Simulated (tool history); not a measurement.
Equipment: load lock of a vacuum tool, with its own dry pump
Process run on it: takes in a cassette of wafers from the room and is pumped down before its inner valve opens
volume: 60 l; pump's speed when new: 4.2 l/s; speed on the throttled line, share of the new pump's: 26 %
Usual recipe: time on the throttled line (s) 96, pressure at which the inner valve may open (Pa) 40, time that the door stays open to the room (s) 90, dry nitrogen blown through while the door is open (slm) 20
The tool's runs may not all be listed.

run	hour	time on the throttled line (s)	pressure at which the inner valve may open (Pa)	time that the door stays open to the room (s)	dry nitrogen blown through while the door is open (slm)	incoming humidity of the room's air, %	time from the closed door until the inner valve may open (s)	rise of the pressure with all valves shut (Pa/min)
1	0.0	96	40	90	20	45.7	191.9	0.082
2	226.5	96	40	90	9	45.4	192.1	0.094
3	503.1	96	40	90	12	46.4	192.2	0.094
4	771.9	96	61	90	12	45.8	184.5	0.098
5	925.7	96	40	90	20	45.6	191.7	0.096
6	1076.1	52	40	90	20	47.8	162.1	0.093
7	1392.8	52	40	90	20	46.4	164.0	0.108
8	1610.9	52	40	137	20	42.2	162.4	0.105
9	1765.9	96	40	90	5	46.6	191.1	0.119
10	2058.4	96	40	90	5	46.3	193.0	0.121
11	2310.9	96	40	90	5	44.8	190.9	0.127
12	2623.6	96	40	90	5	46.0	195.0	0.136
13	2833.9	96	40	90	5	40.4	195.4	0.130
14	3145.2	96	40	90	5	50.0	195.3	0.146
15	3394.4	96	40	90	5	44.3	194.9	0.148
16	3705.8	96	40	90	5	45.7	197.6	0.154
17	3849.1	96	40	90	5	47.4	195.0	0.163
18	4105.2	96	40	90	5	45.4	198.5	0.158
19	4240.4	96	40	37	20	44.2	199.1	0.144
20	4446.1	146	40	37	20	45.2	231.4	0.154
21	4643.6	146	40	37	20	45.1	233.7	0.161
22	4933.7	146	40	37	20	44.9	235.1	0.161
23	5244.2	146	40	37	20	45.3	235.0	0.168
24	5570.5	122	41	143	38	43.1	218.2	0.180
25	5874.0	96	75	141	20	45.9	187.2	0.200
26	6031.0	96	75	141	20	43.8	189.7	0.198
27	6330.4	96	40	48	5	46.4	200.5	0.203
28	6478.4	96	40	48	5	44.4	202.8	0.204
29	6715.9	62	70	67	20	44.3	168.1	0.206
30	7024.4	62	70	67	20	44.3	169.0	0.212
31	7317.4	80	60	90	6	39.7	185.6	0.231
32	7477.3	107	40	43	9	42.9	210.0	0.225
33	7649.4	136	63	90	13	44.5	222.3	0.235
# hour 7846.7: door's seal changed, seat wiped
34	7911.9	136	63	90	13	46.8	223.4	0.024
35	8170.6	136	33	28	13	43.4	234.7	0.015
36	8463.6	136	33	28	13	47.4	236.7	0.021
37	8640.2	146	40	172	14	47.6	236.6	0.038
38	8804.0	91	40	90	8	46.0	204.6	0.033

Results per run with the tool's hidden condition removed, run-to-run variation unchanged:
What the log doesn't record here: pump's speed, % of a new pump's; leak at the door's seal, Pa l/s; drift of the gauge itself on ready_s, %; drift of the gauge itself on rise_pa_min, %.
run	time from the closed door until the inner valve may open (s)	rise of the pressure with all valves shut (Pa/min)
1	184.2	0.021
2	184.0	0.030
3	183.8	0.026
4	176.3	0.025
5	182.7	0.022
6	151.6	0.017
7	152.7	0.026
8	150.9	0.020
9	180.9	0.030
10	182.2	0.028
11	179.9	0.031
12	183.3	0.033
13	183.4	0.025
14	182.8	0.035
15	182.0	0.032
16	184.1	0.031
17	181.4	0.038
18	184.0	0.029
19	184.6	0.012
20	218.9	0.017
21	220.9	0.016
22	221.8	0.015
23	221.3	0.013
24	202.9	0.017
25	172.0	0.031
26	174.0	0.028
27	182.3	0.025
28	184.1	0.023
29	149.3	0.018
30	149.6	0.021
31	165.7	0.031
32	190.3	0.018
33	205.9	0.025
34	206.5	0.023
35	214.8	0.013
36	216.3	0.017
37	217.8	0.033
38	181.4	0.028
